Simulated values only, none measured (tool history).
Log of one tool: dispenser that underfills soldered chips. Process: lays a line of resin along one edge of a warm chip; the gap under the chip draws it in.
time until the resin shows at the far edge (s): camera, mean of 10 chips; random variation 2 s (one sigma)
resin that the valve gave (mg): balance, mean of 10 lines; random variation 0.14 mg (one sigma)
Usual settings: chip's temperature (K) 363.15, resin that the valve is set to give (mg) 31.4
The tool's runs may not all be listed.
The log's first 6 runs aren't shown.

run	day	chip's temperature (K)	resin that the valve is set to give (mg)	hours of work since the syringe was changed	hours of work since the valve was cleaned	hours of work since the stage was calibrated	time until the resin shows at the far edge (s)	resin that the valve gave (mg)
# day 2.938: new syringe of resin
7	3.092	355.15	31.4	3	87	331	367.0	29.91
8	3.454	363.15	37.5	9	93	338	386.4	35.39
# day 3.542: new syringe of resin
# day 3.767: dispensing valve cleaned and set on the balance
9	3.817	363.15	37.5	4	1	343	280.4	37.28
# day 4.171: new syringe of resin
10	4.392	363.15	37.5	4	11	353	267.8	37.26
11	4.708	363.15	31.4	10	17	359	403.3	30.82
# day 4.762: new syringe of resin
12	5.254	358.15	31.4	9	26	369	497.5	30.81
# day 5.367: new syringe of resin
13	5.571	358.15	31.4	4	31	374	339.9	30.77
14	5.888	358.15	31.4	9	37	380	519.1	31.05
# day 5.954: new syringe of resin
15	6.292	358.15	31.4	6	44	387	406.8	30.78
# day 6.579: new syringe of resin
16	6.762	358.15	31.4	3	52	395	341.6	30.14
17	7.112	358.15	31.4	9	58	401	541.9	30.41
# day 7.158: new syringe of resin
# day 7.746: new syringe of resin
18	7.746	358.15	31.4	0	69	412	269.8	30.15
19	8.250	374.15	33.9	9	78	421	241.3	32.46
# day 8.358: new syringe of resin
20	8.892	351.15	30.1	9	89	432	776.1	28.49
# day 8.958: new syringe of resin
# day 9.388: dispensing valve cleaned and set on the balance
21	9.388	349.15	31.5	7	0	440	683.9	31.36
# day 9.588: new syringe of resin
22	9.683	350.15	31.3	2	5	445	456.6	31.25
# day 10.217: new syringe of resin
23	10.229	363.15	37.9	0	15	454	206.2	37.70
24	10.500	375.15	29.1	5	19	459	174.8	28.85
# day 10.812: new syringe of resin
25	10.867	368.15	35.2	1	26	465	176.9	34.97

The next listed run, before its measurement:
26	11.154	368.15	35.2	6	31	471	?	?

{"run 26": {"time until the resin shows at the far edge (s)": 253.9, "resin that the valve gave (mg)": 34.73}}
Without the tool's hidden state the same run would have given time until the resin shows at the far edge (s) 152.8, resin that the valve gave (mg) 35.31.

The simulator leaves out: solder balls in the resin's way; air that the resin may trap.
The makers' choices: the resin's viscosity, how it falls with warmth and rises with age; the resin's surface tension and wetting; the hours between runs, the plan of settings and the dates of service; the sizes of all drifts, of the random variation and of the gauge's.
